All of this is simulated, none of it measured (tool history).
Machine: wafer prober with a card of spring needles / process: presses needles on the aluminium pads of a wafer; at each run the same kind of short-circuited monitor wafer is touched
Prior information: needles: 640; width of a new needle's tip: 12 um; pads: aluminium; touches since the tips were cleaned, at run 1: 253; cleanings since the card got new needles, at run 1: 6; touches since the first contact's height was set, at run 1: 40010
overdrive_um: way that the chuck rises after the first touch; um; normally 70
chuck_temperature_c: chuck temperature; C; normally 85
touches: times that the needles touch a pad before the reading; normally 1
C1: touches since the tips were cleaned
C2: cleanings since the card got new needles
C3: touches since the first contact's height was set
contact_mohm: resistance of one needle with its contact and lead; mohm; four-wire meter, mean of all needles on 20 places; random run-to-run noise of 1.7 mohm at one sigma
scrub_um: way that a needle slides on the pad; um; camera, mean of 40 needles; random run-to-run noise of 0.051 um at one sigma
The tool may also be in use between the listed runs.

Run 1, hour 0.0: usual settings; C1 253; C2 6; C3 40010. Result: contact_mohm 178 mohm, scrub_um 18.78 um.
Run 2, hour 8.4: usual settings; C1 2489; C2 6; C3 42246. Result: contact_mohm 179 mohm, scrub_um 18.84 um.
Run 3, hour 15.8: usual settings; C1 4472; C2 6; C3 44229. Result: contact_mohm 179 mohm, scrub_um 18.78 um.
At hour 19.3: tips cleaned on abrasive film.
Run 4, hour 20.8: usual settings but overdrive_um 78 um; C1 396; C2 7; C3 45543. Result: contact_mohm 180 mohm, scrub_um 20.92 um.
Run 5, hour 27.4: usual settings but overdrive_um 78 um; C1 2151; C2 7; C3 47298. Result: contact_mohm 178 mohm, scrub_um 20.90 um.
Run 6, hour 31.8: usual settings; C1 3329; C2 7; C3 48476. Result: contact_mohm 177 mohm, scrub_um 18.75 um.
Run 7, hour 38.2: usual settings but overdrive_um 68 um; C1 5026; C2 7; C3 50173. Result: contact_mohm 179 mohm, scrub_um 18.16 um.
At hour 40.1: tips cleaned on abrasive film.
Run 8, hour 43.3: usual settings; C1 843; C2 8; C3 51520. Result: contact_mohm 179 mohm, scrub_um 18.82 um.
Run 9, hour 51.3: usual settings; C1 2976; C2 8; C3 53653. Result: contact_mohm 179 mohm, scrub_um 18.74 um.
Run 10, hour 59.9: usual settings; C1 5272; C2 8; C3 55949. Result: contact_mohm 180 mohm, scrub_um 18.80 um.
At hour 60.8: tips cleaned on abrasive film.
Run 11, hour 69.8: usual settings; C1 2392; C2 9; C3 58561. Result: contact_mohm 178 mohm, scrub_um 18.77 um.
Run 12, hour 79.1: usual settings; C1 4879; C2 9; C3 61048. Result: contact_mohm 178 mohm, scrub_um 18.71 um.
At hour 81.0: tips cleaned on abrasive film.
Run 13, hour 89.1: usual settings; C1 2138; C2 10; C3 63683. Result: contact_mohm 179 mohm, scrub_um 18.87 um.
Run 14, hour 95.5: usual settings; C1 3850; C2 10; C3 65395. Result: contact_mohm 177 mohm, scrub_um 18.81 um.
At hour 101.5: tips cleaned on abrasive film.
Run 15, hour 101.5: usual settings; C1 0; C2 11; C3 66971. Result: contact_mohm 179 mohm, scrub_um 18.83 um.
Run 16, hour 108.8: usual settings but overdrive_um 69 um; C1 1961; C2 11; C3 68932. Result: contact_mohm 178 mohm, scrub_um 18.48 um.
Run 17, hour 113.2: usual settings but overdrive_um 71 um; C1 3144; C2 11; C3 70115. Result: contact_mohm 178 mohm, scrub_um 19.04 um.
Run 18, hour 120.3: usual settings but overdrive_um 51 um, chuck_temperature_c 38 C, touches 2; C1 5029; C2 11; C3 72000. Result: contact_mohm 176 mohm, scrub_um 13.70 um.
At hour 121.7: tips cleaned on abrasive film.
Run 19, hour 127.0: usual settings but chuck_temperature_c 64 C; C1 1398; C2 12; C3 73750. Result: contact_mohm 172 mohm, scrub_um 18.76 um.
Run 20, hour 136.2: usual settings but overdrive_um 51 um, chuck_temperature_c 38 C, touches 2; C1 3857; C2 12; C3 76209. Result: contact_mohm 175 mohm, scrub_um 13.66 um.
At hour 142.1: tips cleaned on abrasive film.
Run 21, hour 145.9: usual settings but chuck_temperature_c 32 C, touches 3; C1 1010; C2 13; C3 78772. Result: contact_mohm 168 mohm, scrub_um 18.85 um.
Run 22, hour 152.6: usual settings but overdrive_um 60 um, chuck_temperature_c 80 C; C1 2817; C2 13; C3 80579. Result: contact_mohm 179 mohm, scrub_um 16.15 um.
Run 23, hour 157.6: usual settings but overdrive_um 66 um, chuck_temperature_c 26 C; C1 4144; C2 13; C3 81906. Result: contact_mohm 169 mohm, scrub_um 17.73 um.
At hour 162.3: tips cleaned on abrasive film.
Run 24, hour 163.3: usual settings but overdrive_um 66 um, chuck_temperature_c 26 C; C1 286; C2 14; C3 83413. Result: contact_mohm 171 mohm, scrub_um 17.67 um.
Run 25, hour 167.5: usual settings but chuck_temperature_c 107 C; C1 1408; C2 14; C3 84535. Result: contact_mohm 185 mohm, scrub_um 18.72 um.
Run 26, hour 177.5: usual settings but overdrive_um 58 um, chuck_temperature_c 92 C, touches 3; C1 4075; C2 14; C3 87202. Result: contact_mohm 187 mohm, scrub_um 15.61 um.
Run 27, hour 182.0: usual settings but overdrive_um 83 um, chuck_temperature_c 66 C; C1 5256; C2 14; C3 88383. Result: contact_mohm 172 mohm, scrub_um 22.21 um.
At hour 182.5: tips cleaned on abrasive film.
Run 28, hour 188.5: usual settings but overdrive_um 83 um, chuck_temperature_c 66 C; C1 1596; C2 15; C3 90099. Result: contact_mohm 172 mohm, scrub_um 22.21 um.
Run 29, hour 197.4: usual settings but chuck_temperature_c 86 C; C1 3977; C2 15; C3 92480. Result: contact_mohm 180 mohm, scrub_um 18.78 um.
At hour 203.3: tips cleaned on abrasive film.
Run 30, hour 205.6: usual settings but overdrive_um 53 um, chuck_temperature_c 77 C, touches 2; C1 600; C2 16; C3 94644. Result: contact_mohm 183 mohm, scrub_um 14.17 um.
Run 31, hour 212.7: usual settings but overdrive_um 53 um, chuck_temperature_c 42 C, touches 2; C1 2495; C2 16; C3 96539. Result: contact_mohm 175 mohm, scrub_um 14.16 um.
Run 32, hour 218.5: usual settings but overdrive_um 53 um, chuck_temperature_c 42 C, touches 2; C1 4053; C2 16; C3 98097. Result: contact_mohm 173 mohm, scrub_um 14.12 um.
At hour 223.8: tips cleaned on abrasive film.
Run 33, hour 226.6: usual settings but chuck_temperature_c 64 C; C1 766; C2 17; C3 100235. Result: contact_mohm 175 mohm, scrub_um 18.79 um.
Run 34, hour 233.6: usual settings but chuck_temperature_c 64 C; C1 2627; C2 17; C3 102096. Result: contact_mohm 177 mohm, scrub_um 18.79 um.

Each row is a separate what-if for the run after 34, all from the same tool condition, not one after another. Results?
Run A, hour 243.6: usual settings but overdrive_um 65 um, chuck_temperature_c 35 C, touches 2; C1 5295; C2 17; C3 104764. Result: contact_mohm ?, scrub_um ?.
Run B, hour 243.6: usual settings but overdrive_um 55 um, chuck_temperature_c 52 C; C1 5295; C2 17; C3 104764. Result: contact_mohm ?, scrub_um ?.
Run C, hour 243.6: usual settings but chuck_temperature_c 63 C, touches 2; C1 5295; C2 17; C3 104764. Result: contact_mohm ?, scrub_um ?.
Run D, hour 243.6: usual settings but overdrive_um 58 um, chuck_temperature_c 64 C, touches 2; C1 5295; C2 17; C3 104764. Result: contact_mohm ?, scrub_um ?.
Run E, hour 243.6: usual settings but overdrive_um 62 um; C1 5295; C2 17; C3 104764. Result: contact_mohm ?, scrub_um ?.

run  contact_mohm  scrub_um
  A           170     17.32
  B           176     14.73
  C           173     18.76
  D           177     15.57
  E           184     16.67
Stripped of hidden state, with their random variation kept, the same runs would have yielded:
run  contact_mohm  scrub_um
  A           170     17.32
  B           176     14.74
  C           173     18.76
  D           177     15.57
  E           183     16.67
